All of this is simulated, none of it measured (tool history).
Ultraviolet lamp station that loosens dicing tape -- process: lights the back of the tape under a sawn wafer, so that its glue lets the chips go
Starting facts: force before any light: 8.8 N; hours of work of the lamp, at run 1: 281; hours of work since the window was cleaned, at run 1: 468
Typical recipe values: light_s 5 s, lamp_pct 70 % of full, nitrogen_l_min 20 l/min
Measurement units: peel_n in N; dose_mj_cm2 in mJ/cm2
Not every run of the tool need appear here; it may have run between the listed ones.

run,hour,light_s,lamp_pct,nitrogen_l_min,hours of work of the lamp,hours of work since the window was cleaned,peel_n,dose_mj_cm2
1,0.0,5,70,20,281,468,1.320,432
2,25.6,5,70,20,294,481,1.272,429
3,67.9,5,70,20,314,501,1.293,427
4,90.6,5,70,20,325,512,1.298,424
5,111.4,5,88,20,335,523,0.863,539
6,141.9,5,60,20,350,537,1.773,360
7,185.8,5,70,16,372,559,1.505,425
8,217.1,5,70,16,387,574,1.548,412
9,262.1,5,70,16,409,596,1.529,413
10,292.5,5,70,16,423,611,1.601,411
11,332.0,5,70,16,443,630,1.623,406
12,382.9,5,70,16,467,654,1.615,404
# hour 394.2: window cleaned of glue's vapour
13,424.8,5,70,16,487,15,1.357,434
14,452.3,3,70,20,501,28,2.721,264
15,482.2,3,70,20,515,43,2.580,263
16,521.0,3,70,20,534,62,2.681,259
17,561.5,3,70,20,554,81,2.693,253
18,588.9,5,70,27,567,95,1.143,415
19,626.4,5,70,27,585,113,1.123,427
20,669.0,5,70,27,606,133,1.168,421
21,691.2,5,70,29,617,144,1.095,420
22,728.2,5,70,29,635,162,1.144,413
23,752.6,3,64,14,647,174,3.544,226
24,794.8,4,64,14,667,195,2.580,302
25,822.0,9,64,10,680,208,0.890,664
26,849.4,7,90,39,694,221,0.338,723
27,898.4,7,76,21,717,245,0.648,603
28,947.8,7,76,21,741,269,0.646,607
29,982.8,3,80,7,758,286,3.581,270
30,1019.9,7,70,28,776,304,0.702,550
31,1044.3,3,70,25,788,316,2.801,236
32,1086.7,3,83,8,809,336,3.415,274
33,1119.1,3,83,8,825,352,3.583,274
34,1146.1,3,70,39,838,365,2.514,230
35,1175.4,5,65,24,852,379,1.542,354
36,1204.3,5,65,24,866,394,1.715,346
37,1239.5,3,80,25,883,411,2.467,257
38,1267.4,9,85,16,897,424,0.410,814
39,1312.3,9,85,16,919,446,0.428,804
40,1343.9,5,74,23,934,461,1.417,392
41,1377.2,5,74,23,950,478,1.435,387
42,1425.7,4,83,31,974,501,1.539,340
43,1463.7,6,83,38,992,520,0.674,516
44,1495.9,5,87,10,1008,535,1.821,449

A few steps of peel_n between consecutive runs. Split each: what settings, incoming material and random variation would produce without the hidden state, and what is left over for the hidden state, along with gauge scatter present in only one of the two compared results (measured, and without hidden state):
The hidden state here: lamp's light, % of a new lamp's; light that the window lets through, % of a clean one's; drift of the gauge itself on peel_n, %; drift of the gauge itself on dose_mj_cm2, %.
Run 22 -> 23: light_s 5 -> 3, lamp_pct 70 -> 64, nitrogen_l_min 29 -> 14. peel_n +2.400 N: hidden state +0.259, all else +2.141.
Run 28 -> 29: light_s 7 -> 3, lamp_pct 76 -> 80, nitrogen_l_min 21 -> 7. peel_n +2.935 N: hidden state +0.469, all else +2.466.
Run 29 -> 30: light_s 3 -> 7, lamp_pct 80 -> 70, nitrogen_l_min 7 -> 28. peel_n -2.879 N: hidden state -0.432, all else -2.447.
Run 37 -> 38: light_s 3 -> 9, lamp_pct 80 -> 85, nitrogen_l_min 25 -> 16. peel_n -2.057 N: hidden state -0.619, all else -1.438.
Run 43 -> 44: light_s 6 -> 5, lamp_pct 83 -> 87, nitrogen_l_min 38 -> 10. peel_n +1.147 N: hidden state +0.457, all else +0.690.

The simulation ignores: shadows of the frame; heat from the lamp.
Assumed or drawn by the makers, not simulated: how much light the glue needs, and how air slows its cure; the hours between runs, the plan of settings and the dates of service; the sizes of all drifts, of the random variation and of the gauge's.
